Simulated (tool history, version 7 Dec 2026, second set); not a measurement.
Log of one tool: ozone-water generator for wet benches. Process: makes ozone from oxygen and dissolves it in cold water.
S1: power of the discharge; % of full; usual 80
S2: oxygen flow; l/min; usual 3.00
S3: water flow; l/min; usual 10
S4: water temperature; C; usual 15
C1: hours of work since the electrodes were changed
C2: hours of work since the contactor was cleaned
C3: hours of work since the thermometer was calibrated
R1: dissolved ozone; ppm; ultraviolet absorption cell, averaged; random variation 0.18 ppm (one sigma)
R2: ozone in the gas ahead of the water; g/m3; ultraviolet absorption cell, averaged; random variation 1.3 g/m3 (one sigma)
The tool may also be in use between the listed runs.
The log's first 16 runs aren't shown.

run	hour	S1	S2	S3	S4	C1	C2	C3	R1	R2
17	636.3	57	2.64	10	8	1244	3765	5251	21.8	201.1
18	680.7	57	4.08	12	8	1274	3795	5281	19.9	162.0
19	728.1	58	3.96	6	19	1307	3827	5313	25.5	167.9
20	769.5	48	3.96	11	9	1335	3856	5341	18.2	144.7
21	812.0	51	5.39	10	13	1364	3885	5370	18.8	131.9
22	856.9	51	5.39	10	13	1394	3915	5401	18.8	129.5
23	911.2	68	5.39	10	13	1432	3952	5438	23.7	161.7
24	941.2	53	3.90	10	16	1452	3973	5459	18.6	156.9
25	994.7	53	3.90	10	16	1488	4009	5495	18.6	158.0
26	1043.0	57	1.55	13	16	1521	4042	5528	14.6	265.6
27	1075.5	44	2.74	6	16	1543	4064	5550	23.2	165.4
# hour 1093.4: water thermometer calibrated
28	1118.1	44	3.18	13	16	1572	4093	17	13.3	152.7
29	1145.1	58	3.09	14	21	1591	4111	35	14.6	190.4
30	1168.7	70	4.87	14	17	1607	4127	51	18.0	176.1
31	1208.3	40	3.00	10	21	1634	4154	78	14.0	148.2
32	1233.5	40	3.00	10	21	1651	4171	95	14.1	146.5

3 ways to go on from here, each from the tool as it stands after run 32. What would each give?
A	1278.7	94	1.91	10	13	1682	4202	126	?	?
B	1278.7	80	3.00	9	10	1682	4202	126	?	?
C	1278.7	85	3.00	10	9	1682	4202	126	?	?

run	R1	R2
A	28.5	346.1
B	30.2	246.0
C	29.1	257.8
Without the tool's hidden state the same runs would have given:
run	R1	R2
A	28.5	337.5
B	30.3	239.9
C	29.1	251.5
